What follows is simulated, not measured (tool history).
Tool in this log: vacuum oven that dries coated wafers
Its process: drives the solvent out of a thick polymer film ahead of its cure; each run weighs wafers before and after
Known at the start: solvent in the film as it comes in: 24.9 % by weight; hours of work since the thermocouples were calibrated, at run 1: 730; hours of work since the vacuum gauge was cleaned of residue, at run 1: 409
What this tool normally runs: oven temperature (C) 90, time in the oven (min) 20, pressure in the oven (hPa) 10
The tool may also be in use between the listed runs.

run	hour	oven temperature (C)	time in the oven (min)	pressure in the oven (hPa)	hours of work since the thermocouples were calibrated	hours of work since the vacuum gauge was cleaned of residue	solvent left in the film (%)
1	0	90	20	10	730	409	2.58
2	35.7	90	20	10	746	424	2.45
3	62.5	90	20	10	757	435	2.51
4	85.9	90	20	10	767	445	2.49
5	120.3	90	13	10	781	459	4.95
6	135	90	16	10	787	465	3.62
7	159	90	16	10	797	475	3.64
8	189.5	90	28	10	810	488	1.34
9	223.2	90	10	10	824	502	6.84
10	243	90	20	10	833	511	2.51
11	276.9	90	20	10.6	847	525	2.55
12	294	90	20	10.6	854	532	2.51
13	310.9	90	20	10.6	861	539	2.49
14	338.8	90	20	12.5	873	551	2.67
15	367.3	90	20	10	885	563	2.47
16	393	90	20	10	896	574	2.46
17	422.2	90	20	10	908	586	2.46
18	458	96	20	10	923	601	1.1
19	489.5	96	20	10	936	614	1
20	516	96	20	10	947	625	1.09
21	537.7	96	20	10	956	635	1.06
22	565.7	96	20	10	968	646	1.12
23	583.6	90	25	5.4	976	654	1.31
24	610.8	90	25	14.2	987	665	1.83
25	625.2	87	20	6.9	993	671	3.15
26	643	78	16	10	1001	679	8.97
27	674.3	78	11	10	1014	692	11.48
28	705.9	97	14	10.4	1027	705	1.94
29	728.8	97	14	10.4	1037	715	2.02
30	762.6	90	32	10	1051	729	1.02
31	782.1	102	20	30.2	1059	737	1.25
32	809.9	102	20	30.2	1071	749	1.25
33	833.7	102	20	30.2	1081	759	1.18
34	862	89	11	30.2	1093	771	7.25
35	885.6	89	15	30.5	1103	781	5.19
36	905.7	80	30	5.4	1111	789	3.47
37	925.2	94	25	9.8	1119	797	0.92
38	945.5	94	25	9.8	1128	806	0.88
39	961.5	94	25	9.8	1135	813	0.88
40	981.5	80	17	13.4	1143	821	7.58

Run 41 has not been measured yet. What should we expect?
41	999.8	83	17	13.3	1151	829	?

solvent left in the film (%): 6.15
On a tool with no hidden condition, and with the same random variation, this run would have come out at solvent left in the film (%) 7.52.
